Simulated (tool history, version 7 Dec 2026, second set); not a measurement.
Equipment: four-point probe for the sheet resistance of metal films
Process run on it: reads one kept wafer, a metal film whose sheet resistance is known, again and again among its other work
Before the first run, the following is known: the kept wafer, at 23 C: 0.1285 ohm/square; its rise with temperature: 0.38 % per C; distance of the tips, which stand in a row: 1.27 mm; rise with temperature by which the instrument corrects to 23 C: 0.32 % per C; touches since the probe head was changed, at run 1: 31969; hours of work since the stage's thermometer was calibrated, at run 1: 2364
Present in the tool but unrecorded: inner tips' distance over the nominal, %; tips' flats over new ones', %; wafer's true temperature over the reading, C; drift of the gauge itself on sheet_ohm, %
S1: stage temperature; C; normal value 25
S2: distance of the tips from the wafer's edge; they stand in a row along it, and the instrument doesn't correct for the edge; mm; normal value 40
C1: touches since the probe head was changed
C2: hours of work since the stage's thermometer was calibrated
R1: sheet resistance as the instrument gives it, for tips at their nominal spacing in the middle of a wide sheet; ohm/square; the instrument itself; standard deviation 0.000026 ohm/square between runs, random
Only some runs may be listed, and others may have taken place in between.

run,hour,S1,S2,C1,C2,R1
1,0.0,25,40,31969,2364,0.129293
2,81.5,25,40,34617,2429,0.129378
3,167.5,25,40,37407,2497,0.129413
4,255.9,25,14,40278,2568,0.130010
# hour 271.8: stage's thermometer calibrated
5,356.0,25,14,43512,67,0.130190
6,423.3,25,3,45696,121,0.140988
7,477.2,25,3,47446,164,0.141004
8,570.9,25,5,50489,238,0.134070
9,651.2,21,5,53095,302,0.133868
# hour 740.0: stage's thermometer calibrated, once more
10,740.0,21,5,55962,0,0.133274
11,824.4,21,5,58704,67,0.133317
12,867.9,21,5,60115,102,0.133386
13,959.6,25,40,63091,175,0.129475
14,1011.4,19,40,64774,216,0.129053
15,1093.1,19,40,67427,281,0.129110
16,1149.2,19,40,69249,326,0.129076
17,1199.7,25,40,70887,366,0.129633
18,1287.6,25,40,73743,436,0.129648
19,1370.4,25,40,76431,502,0.129716
20,1422.4,25,40,78119,543,0.129805
21,1510.5,25,40,80978,614,0.129827
22,1568.1,25,4,82849,659,0.136485
23,1654.0,25,4,85639,728,0.136528
# hour 1676.5: new probe head fitted
24,1708.3,35,68,1033,770,0.130117
25,1801.0,26,9,4042,844,0.130858
26,1844.0,25,39,5440,878,0.129491
27,1901.7,23,4,7313,924,0.135967
28,1990.4,20,15,10192,995,0.129631
29,2031.3,20,15,11520,1028,0.129652
30,2127.1,19,31,14630,1104,0.129240
31,2186.3,20,7,16551,1151,0.131508
32,2267.2,20,3,19179,1215,0.140581
33,2323.0,19,14,20989,1260,0.129822
34,2417.0,23,13,24043,1335,0.130289
35,2498.8,23,6,26698,1400,0.132775
36,2558.9,31,8,28650,1448,0.132057
37,2643.4,27,45,31393,1515,0.130147
38,2734.6,27,45,34353,1588,0.130237
39,2780.4,26,15,35841,1624,0.130600
40,2865.5,23,7,38605,1692,0.132167
41,2912.3,23,7,40122,1729,0.132189
42,3006.9,30,61,43196,1804,0.130642
43,3098.5,30,61,46168,1877,0.130670
44,3139.4,30,61,47496,1910,0.130706
45,3232.0,30,61,50502,1984,0.130726
46,3322.5,25,16,53442,2056,0.130873

3 options for the next run, each taken on its own from the tool as it stands now. Forecast them:
A,3399.1,25,5,55928,2117,?
B,3399.1,22,41,55928,2117,?
C,3399.1,19,22,55928,2117,?

run,R1
A,0.134837
B,0.130297
C,0.130228
What these runs would have given with no unlogged condition in the tool:
run,R1
A,0.132983
B,0.128499
C,0.128428

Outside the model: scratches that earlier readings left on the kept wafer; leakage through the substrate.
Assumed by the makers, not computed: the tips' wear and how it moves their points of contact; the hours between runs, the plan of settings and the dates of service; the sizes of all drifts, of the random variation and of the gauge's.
